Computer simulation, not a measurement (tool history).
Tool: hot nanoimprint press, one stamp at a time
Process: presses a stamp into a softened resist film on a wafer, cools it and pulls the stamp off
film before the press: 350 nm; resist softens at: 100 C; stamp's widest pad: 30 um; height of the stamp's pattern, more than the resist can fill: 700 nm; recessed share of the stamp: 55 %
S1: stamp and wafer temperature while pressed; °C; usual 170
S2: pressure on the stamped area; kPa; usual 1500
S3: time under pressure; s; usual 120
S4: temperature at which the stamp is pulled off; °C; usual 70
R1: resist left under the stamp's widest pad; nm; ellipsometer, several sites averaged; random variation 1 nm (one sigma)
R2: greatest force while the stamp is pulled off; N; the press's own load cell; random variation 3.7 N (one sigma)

run    day   S1    S2   S3  S4     R1   R2
  1      0  170  1500  120  70  145.2  223
  2  0.258  170  2190  120  70  120.3  214
  3  0.696  170  2190  120  70    120  226
  4  1.075  170  1550  120  70  143.6  226
  5  1.379  170  1550  120  70    143  233
  6  1.608  170  1590   88  70  159.1  231
  7  1.871  167  1500  147  66  154.6  233
  8  2.179  167  1500  147  66  156.4  238
  9  2.408  167  1500  147  66  158.3  247
 10  2.688  167  1220  229  70    148  231

Forecast each of these 4 alternatives for the next run:
  A  3.133  170  1030   71  57   ?   ?
  B  3.133  160  1230  229  70   ?   ?
  C  3.133  167  1220   79  76   ?   ?
  D  3.133  167  1220  121  56   ?   ?

run     R1   R2
  A  208.4  270
  B  208.4  234
  C  212.4  229
  D    184  271
Without the tool's hidden state the same runs would have given:
run     R1   R2
  A  211.8  207
  B  212.5  180
  C    216  176
  D  187.5  208

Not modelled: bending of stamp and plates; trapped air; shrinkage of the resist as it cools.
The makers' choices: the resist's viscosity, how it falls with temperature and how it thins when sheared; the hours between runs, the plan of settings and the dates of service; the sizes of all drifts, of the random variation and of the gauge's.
